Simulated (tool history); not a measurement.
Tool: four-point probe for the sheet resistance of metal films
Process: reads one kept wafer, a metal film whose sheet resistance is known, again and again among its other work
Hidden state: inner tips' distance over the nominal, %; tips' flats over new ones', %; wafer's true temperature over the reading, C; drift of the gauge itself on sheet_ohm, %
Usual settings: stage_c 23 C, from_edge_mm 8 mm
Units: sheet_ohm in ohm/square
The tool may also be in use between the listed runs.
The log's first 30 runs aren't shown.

run	day	stage_c	from_edge_mm	touches since the probe head was changed	hours of work since the stage's thermometer was calibrated	sheet_ohm
31	20.175	31	3	30535	155	0.335982
32	20.75	21	28	30945	165	0.326732
33	21.529	26	13	31504	179	0.328009
34	22.404	33	8	32129	195	0.329707
35	23.154	24	11	32665	208	0.327776
36	24	24	11	33268	223	0.327926
37	24.783	20	33	33831	237	0.32676
38	25.371	20	5	34249	248	0.329399
39	26.246	20	5	34874	263	0.329531
40	27.083	20	5	35475	278	0.329484
41	28	20	5	36130	294	0.329657
42	28.883	20	5	36760	310	0.329581
43	29.871	20	5	37467	328	0.329687
44	30.404	24	8	37849	337	0.328616

Forecast each of these 3 alternatives for the next run:
A	31.129	22	18	38366	350	?
B	31.129	19	4	38366	350	?
C	31.129	32	8	38366	350	?

run	sheet_ohm
A	0.32742
B	0.331066
C	0.329949
Without the tool's hidden state the same runs would have given:
run	sheet_ohm
A	0.325173
B	0.328795
C	0.327689
